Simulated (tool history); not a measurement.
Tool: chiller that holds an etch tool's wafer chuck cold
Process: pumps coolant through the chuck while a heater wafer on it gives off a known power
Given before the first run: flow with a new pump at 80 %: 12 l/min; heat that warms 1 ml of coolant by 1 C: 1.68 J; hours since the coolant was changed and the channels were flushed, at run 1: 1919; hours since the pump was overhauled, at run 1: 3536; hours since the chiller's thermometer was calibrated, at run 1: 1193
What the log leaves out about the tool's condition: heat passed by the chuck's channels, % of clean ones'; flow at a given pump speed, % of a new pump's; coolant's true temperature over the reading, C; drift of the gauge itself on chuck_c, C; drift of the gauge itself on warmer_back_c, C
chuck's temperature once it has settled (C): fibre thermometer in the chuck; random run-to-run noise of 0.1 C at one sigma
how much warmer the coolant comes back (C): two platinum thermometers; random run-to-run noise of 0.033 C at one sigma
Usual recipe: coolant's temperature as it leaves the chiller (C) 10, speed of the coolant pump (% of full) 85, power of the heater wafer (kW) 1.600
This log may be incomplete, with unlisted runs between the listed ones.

run    hour  coolant's temperature as it leaves the chiller (C)  speed of the coolant pump (% of full)  power of the heater wafer (kW)  hours since the coolant was changed and the channels were flushed  hours since the pump was overhauled  hours since the chiller's thermometer was calibrated  chuck's temperature once it has settled (C)  how much warmer the coolant comes back (C)
  1     0.0                                                  10                                     85                           1.600                                                               1919                                 3536                                                  1193                                         20.6                                        4.43
  2   132.1                                                  10                                     79                           1.600                                                               2051                                 3668                                                  1325                                         21.4                                        4.77
  3   264.5                                                  10                                     79                           1.930                                                               2184                                 3800                                                  1458                                         23.6                                        5.83
  4   342.6                                                  10                                     64                           1.600                                                               2262                                 3879                                                  1536                                         23.9                                        6.04
  5   444.6                                                  10                                     64                           1.600                                                               2364                                 3981                                                  1638                                         23.8                                        6.10
  6   577.6                                                  10                                     64                           1.600                                                               2497                                 4114                                                  1771                                         23.9                                        5.99
  7   673.6                                                  10                                     64                           1.600                                                               2593                                 4210                                                  1867                                         23.6                                        6.04
  8   735.6                                                  10                                     64                           1.600                                                               2655                                 4272                                                  1929                                         23.9                                        6.08
  9   879.0                                                  10                                     64                           1.600                                                               2798                                 4415                                                  2072                                         23.9                                        6.04
 10  1022.8                                                  10                                     64                           1.600                                                               2942                                 4559                                                  2216                                         23.7                                        6.05
 11  1145.3                                                  10                                     64                           1.600                                                               3064                                 4681                                                  2338                                         23.9                                        6.01
     1212.8  -- chiller's thermometer calibrated
 12  1248.2                                                  10                                     64                           1.600                                                               3166                                 4783                                                    35                                         23.7                                        6.05
 13  1319.2                                                  10                                     64                           1.600                                                               3237                                 4854                                                   106                                         23.8                                        6.02
 14  1421.5                                                  10                                     64                           1.600                                                               3340                                 4957                                                   209                                         23.8                                        5.99
 15  1529.1                                                  10                                     64                           1.600                                                               3447                                 5064                                                   316                                         24.0                                        6.04
 16  1665.7                                                  10                                     64                           1.600                                                               3584                                 5201                                                   453                                         23.7                                        6.01
 17  1741.2                                                   8                                     85                           1.069                                                               3659                                 5276                                                   528                                         15.1                                        2.91
 18  1803.6                                                  10                                     83                           1.600                                                               3722                                 5339                                                   591                                         20.7                                        4.45
 19  1870.0                                                  10                                     83                           1.353                                                               3788                                 5405                                                   657                                         19.4                                        3.81
 20  1949.3                                                  10                                     83                           1.353                                                               3867                                 5484                                                   737                                         19.2                                        3.76
 21  2013.5                                                  10                                     83                           1.353                                                               3932                                 5548                                                   801                                         19.2                                        3.75
 22  2138.3                                                  10                                     83                           1.353                                                               4056                                 5673                                                   926                                         19.3                                        3.75
 23  2254.9                                                  10                                     83                           1.353                                                               4173                                 5790                                                  1042                                         19.3                                        3.71
 24  2355.1                                                  13                                     62                           1.324                                                               4273                                 5890                                                  1142                                         24.9                                        5.06
 25  2482.4                                                  13                                     62                           1.324                                                               4401                                 6017                                                  1270                                         24.8                                        5.10
 26  2608.9                                                   4                                     81                           1.137                                                               4527                                 6144                                                  1396                                         11.9                                        3.15
 27  2682.6                                                  11                                     85                           1.938                                                               4601                                 6218                                                  1470                                         24.0                                        5.26
 28  2818.4                                                  11                                     85                           0.837                                                               4737                                 6353                                                  1606                                         16.5                                        2.16
 29  2923.3                                                  19                                     79                           1.763                                                               4841                                 6458                                                  1711                                         31.5                                        5.15
 30  2994.4                                                  14                                     92                           1.600                                                               4913                                 6529                                                  1782                                         24.0                                        3.98
 31  3078.3                                                   4                                     95                           1.600                                                               4996                                 6613                                                  1866                                         13.5                                        3.78

What differs in the tool's unlogged condition from the final listed run ahead of each entry between runs to the first listed run following it?
Logged between run 11 and run 12: chiller's thermometer calibrated (hour 1212.8)
  drift of the gauge itself on warmer_back_c, C: -0.06 -> -0.07
  difference, measured minus the result without the unlogged condition, how much warmer the coolant comes back (C): -0.05 -> -0.06
